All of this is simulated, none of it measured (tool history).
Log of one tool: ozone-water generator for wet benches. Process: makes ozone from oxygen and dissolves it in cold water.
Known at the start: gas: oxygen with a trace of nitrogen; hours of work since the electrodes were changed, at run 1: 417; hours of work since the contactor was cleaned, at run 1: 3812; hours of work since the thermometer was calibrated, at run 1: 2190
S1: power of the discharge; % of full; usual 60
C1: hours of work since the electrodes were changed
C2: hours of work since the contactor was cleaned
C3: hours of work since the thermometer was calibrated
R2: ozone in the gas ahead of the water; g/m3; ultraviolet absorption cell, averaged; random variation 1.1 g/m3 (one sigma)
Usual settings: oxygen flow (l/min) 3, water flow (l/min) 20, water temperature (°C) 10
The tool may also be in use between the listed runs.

Run 1, day 0: usual settings; C1 417; C2 3812; C3 2190. Result: dissolved ozone (ppm) 16.8, R2 195.5 g/m3.
Run 2, day 1.142: usual settings; C1 440; C2 3835; C3 2213. Result: dissolved ozone (ppm) 17, R2 197.6 g/m3.
Run 3, day 2.333: usual settings; C1 463; C2 3858; C3 2236. Result: dissolved ozone (ppm) 16.8, R2 197.5 g/m3.
Run 4, day 3.317: usual settings but S1 58 % of full; C1 483; C2 3878; C3 2256. Result: dissolved ozone (ppm) 16.1, R2 192.2 g/m3.
Run 5, day 4.258: usual settings but S1 58 % of full; C1 502; C2 3896; C3 2274. Result: dissolved ozone (ppm) 16.3, R2 193 g/m3.
Run 6, day 5.671: usual settings but S1 58 % of full; C1 530; C2 3924; C3 2302. Result: dissolved ozone (ppm) 16.4, R2 193.7 g/m3.
Run 7, day 6.338: usual settings but S1 58 % of full; C1 543; C2 3937; C3 2316. Result: dissolved ozone (ppm) 16.3, R2 192.4 g/m3.
Run 8, day 7.617: usual settings but S1 48 % of full; C1 568; C2 3963; C3 2341. Result: dissolved ozone (ppm) 14.4, R2 173.6 g/m3.
Run 9, day 8.796: usual settings but S1 48 % of full, water flow (l/min) 14, water temperature (°C) 5; C1 592; C2 3986; C3 2364. Result: dissolved ozone (ppm) 21.7, R2 174.1 g/m3.
Run 10, day 10.171: usual settings but S1 48 % of full, water flow (l/min) 14, water temperature (°C) 5; C1 619; C2 4014; C3 2392. Result: dissolved ozone (ppm) 21.5, R2 174.9 g/m3.
Run 11, day 11.117: usual settings but water flow (l/min) 14, water temperature (°C) 7; C1 638; C2 4032; C3 2410. Result: dissolved ozone (ppm) 23.8, R2 200 g/m3.
Run 12, day 12.275: usual settings but S1 52 % of full, oxygen flow (l/min) 1.63, water flow (l/min) 16, water temperature (°C) 12; C1 660; C2 4055; C3 2433. Result: dissolved ozone (ppm) 16.2, R2 244.9 g/m3.
Run 13, day 12.867: usual settings but S1 52 % of full, oxygen flow (l/min) 1.63, water flow (l/min) 16, water temperature (°C) 12; C1 672; C2 4067; C3 2445. Result: dissolved ozone (ppm) 16.2, R2 245.6 g/m3.
Run 14, day 14.167: usual settings but S1 42 % of full, oxygen flow (l/min) 1.53, water flow (l/min) 31, water temperature (°C) 12; C1 698; C2 4093; C3 2471. Result: dissolved ozone (ppm) 6.5, R2 223.5 g/m3.
Run 15, day 14.883: usual settings but oxygen flow (l/min) 3.43, water flow (l/min) 27; C1 712; C2 4107; C3 2485. Result: dissolved ozone (ppm) 12.6, R2 187.1 g/m3.

Forecast each of these 5 alternatives for the next run:
Run A, day 16.3: usual settings but oxygen flow (l/min) 3.4, water flow (l/min) 27; C1 740; C2 4135; C3 2513. Result: dissolved ozone (ppm) ?, R2 ?.
Run B, day 16.3: usual settings but S1 87 % of full, oxygen flow (l/min) 3.43, water flow (l/min) 13; C1 740; C2 4135; C3 2513. Result: dissolved ozone (ppm) ?, R2 ?.
Run C, day 16.3: usual settings but oxygen flow (l/min) 3.43, water flow (l/min) 27, water temperature (°C) 12; C1 740; C2 4135; C3 2513. Result: dissolved ozone (ppm) ?, R2 ?.
Run D, day 16.3: usual settings but S1 69 % of full, oxygen flow (l/min) 5.13, water temperature (°C) 15; C1 740; C2 4135; C3 2513. Result: dissolved ozone (ppm) ?, R2 ?.
Run E, day 16.3: usual settings but oxygen flow (l/min) 2.67, water temperature (°C) 12; C1 740; C2 4135; C3 2513. Result: dissolved ozone (ppm) ?, R2 ?.

run  dissolved ozone (ppm)     R2
  A                   12.6  188.9
  B                   31.6  234.7
  C                   12.5  187.6
  D                   18.9  166.1
  E                   15.7  213.4
Without the tool's hidden state the same runs would have given:
run  dissolved ozone (ppm)     R2
  A                   12.6  184.5
  B                   31.7  229.2
  C                   12.5  183.2
  D                   18.9  162.2
  E                   15.7  208.4

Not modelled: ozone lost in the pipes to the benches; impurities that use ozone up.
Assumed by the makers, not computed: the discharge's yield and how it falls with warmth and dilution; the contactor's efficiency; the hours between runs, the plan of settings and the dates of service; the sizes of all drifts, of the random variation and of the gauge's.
